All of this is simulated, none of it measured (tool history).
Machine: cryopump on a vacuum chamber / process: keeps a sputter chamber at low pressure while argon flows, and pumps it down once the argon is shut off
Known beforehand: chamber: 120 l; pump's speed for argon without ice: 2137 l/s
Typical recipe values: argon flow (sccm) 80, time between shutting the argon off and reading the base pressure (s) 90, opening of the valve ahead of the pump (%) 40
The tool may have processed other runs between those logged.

| run | hour | argon flow (sccm) | time between shutting the argon off and reading the base pressure (s) | opening of the valve ahead of the pump (%) | pressure while argon flows (Pa) | pressure after the wait (uPa) |
|---|---|---|---|---|---|---|
| 1 | 0.0 | 80 | 90 | 40 | 0.1653 | 1.07 |
| 2 | 40.4 | 80 | 90 | 40 | 0.1662 | 1.08 |
| 3 | 66.2 | 80 | 90 | 40 | 0.1676 | 1.07 |
| 4 | 97.8 | 80 | 90 | 40 | 0.1679 | 1.12 |
| 5 | 134.1 | 80 | 90 | 40 | 0.1692 | 1.16 |
| 6 | 172.2 | 80 | 90 | 40 | 0.1712 | 1.20 |
| 7 | 211.1 | 80 | 90 | 40 | 0.1702 | 1.21 |
| 8 | 243.1 | 80 | 90 | 40 | 0.1724 | 1.28 |
| 9 | 283.4 | 80 | 90 | 40 | 0.1710 | 1.35 |
| 10 | 325.9 | 81 | 90 | 40 | 0.1746 | 1.36 |
| 11 | 363.5 | 81 | 90 | 40 | 0.1776 | 1.37 |
| 12 | 394.3 | 81 | 90 | 40 | 0.1765 | 1.40 |
| 13 | 445.5 | 81 | 90 | 40 | 0.1783 | 1.42 |
| 14 | 495.9 | 80 | 90 | 40 | 0.1802 | 1.48 |
| 15 | 525.0 | 80 | 90 | 40 | 0.1795 | 1.56 |
| 16 | 553.7 | 70 | 113 | 40 | 0.1575 | 1.55 |
| 17 | 581.1 | 70 | 113 | 40 | 0.1594 | 1.50 |
| 18 | 622.3 | 69 | 113 | 54 | 0.1216 | 1.61 |
| 19 | 667.9 | 69 | 113 | 54 | 0.1229 | 1.58 |
| 20 | 721.4 | 80 | 76 | 19 | 0.3605 | 1.88 |
|  | 756.3 | pump warmed up, emptied and cooled again |
| 21 | 773.7 | 63 | 290 | 55 | 0.0920 | 1.10 |
| 22 | 802.0 | 135 | 290 | 42 | 0.2576 | 1.09 |
| 23 | 828.9 | 66 | 245 | 23 | 0.2290 | 1.17 |

Run 24 comes next. What will it give?
| 24 | 882.2 | 41 | 199 | 45 | ? | ? |

pressure while argon flows (Pa): 0.0739
pressure after the wait (uPa): 1.20
With no hidden state in the tool, this same run would have given pressure while argon flows (Pa) 0.0724, pressure after the wait (uPa) 0.31.
